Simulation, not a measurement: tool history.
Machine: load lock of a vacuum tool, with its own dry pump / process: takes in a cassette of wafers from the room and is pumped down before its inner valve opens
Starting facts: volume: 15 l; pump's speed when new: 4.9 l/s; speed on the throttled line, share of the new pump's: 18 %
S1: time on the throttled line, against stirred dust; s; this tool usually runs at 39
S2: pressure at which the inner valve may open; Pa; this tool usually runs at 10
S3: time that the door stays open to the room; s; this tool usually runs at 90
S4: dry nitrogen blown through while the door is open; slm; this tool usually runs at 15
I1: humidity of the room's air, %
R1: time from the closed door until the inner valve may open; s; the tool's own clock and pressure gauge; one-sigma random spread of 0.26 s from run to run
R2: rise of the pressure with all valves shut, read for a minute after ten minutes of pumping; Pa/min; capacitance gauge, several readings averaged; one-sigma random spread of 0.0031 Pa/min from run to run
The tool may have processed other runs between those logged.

Run 1, hour 0.0: usual settings; I1 44.9. Result: R1 62.5 s, R2 0.094 Pa/min.
Run 2, hour 77.3: usual settings but S3 62 s; I1 46.6. Result: R1 62.3 s, R2 0.082 Pa/min.
Run 3, hour 143.1: usual settings but S2 19 Pa, S3 62 s; I1 45.5. Result: R1 59.6 s, R2 0.082 Pa/min.
Run 4, hour 198.5: usual settings; I1 44.3. Result: R1 62.3 s, R2 0.096 Pa/min.
Run 5, hour 280.9: usual settings but S2 16 Pa; I1 43.9. Result: R1 60.5 s, R2 0.097 Pa/min.
Run 6, hour 355.6: usual settings but S2 16 Pa; I1 47.6. Result: R1 60.3 s, R2 0.107 Pa/min.
Run 7, hour 400.1: usual settings but S2 16 Pa; I1 45.2. Result: R1 60.5 s, R2 0.096 Pa/min.
Run 8, hour 490.0: usual settings but S2 16 Pa; I1 43.5. Result: R1 60.2 s, R2 0.091 Pa/min.
Run 9, hour 577.8: usual settings but S2 16 Pa; I1 43.1. Result: R1 60.4 s, R2 0.097 Pa/min.
Run 10, hour 669.5: usual settings; I1 43.1. Result: R1 62.1 s, R2 0.100 Pa/min.
Run 11, hour 735.4: usual settings; I1 44.0. Result: R1 62.6 s, R2 0.098 Pa/min.
Run 12, hour 823.5: usual settings; I1 45.3. Result: R1 62.3 s, R2 0.096 Pa/min.
Run 13, hour 894.6: usual settings; I1 47.3. Result: R1 62.6 s, R2 0.100 Pa/min.
Run 14, hour 947.2: usual settings; I1 44.7. Result: R1 62.0 s, R2 0.100 Pa/min.
Run 15, hour 986.4: usual settings but S1 34 s, S2 12 Pa, S3 151 s, S4 28 slm; I1 45.4. Result: R1 57.6 s, R2 0.112 Pa/min.
Run 16, hour 1035.9: usual settings but S1 31 s, S2 9 Pa, S3 89 s, S4 28 slm; I1 43.2. Result: R1 56.1 s, R2 0.077 Pa/min.
Run 17, hour 1115.3: usual settings but S2 12 Pa, S4 7 slm; I1 47.6. Result: R1 62.0 s, R2 0.130 Pa/min.
Run 18, hour 1188.3: usual settings but S2 12 Pa, S4 7 slm; I1 42.8. Result: R1 61.1 s, R2 0.120 Pa/min.
Run 19, hour 1228.7: usual settings but S3 69 s, S4 8 slm; I1 44.2. Result: R1 62.7 s, R2 0.102 Pa/min.
Run 20, hour 1268.4: usual settings but S2 9 Pa, S3 34 s, S4 8 slm; I1 41.6. Result: R1 62.6 s, R2 0.066 Pa/min.
Run 21, hour 1359.2: usual settings but S2 9 Pa, S3 34 s, S4 8 slm; I1 44.0. Result: R1 63.0 s, R2 0.069 Pa/min.

Run 22, settings as shown, results not yet in. Your forecast:
Run 22, hour 1444.6: usual settings but S2 9 Pa, S3 34 s, S4 8 slm; I1 44.3. Result: R1 ?, R2 ?.

For run 22 the tool returned R1 62.7 s, R2 0.074 Pa/min.
With the hidden condition absent and the run-to-run variation left alone, this run would have shown R1 60.9 s, R2 0.059 Pa/min.
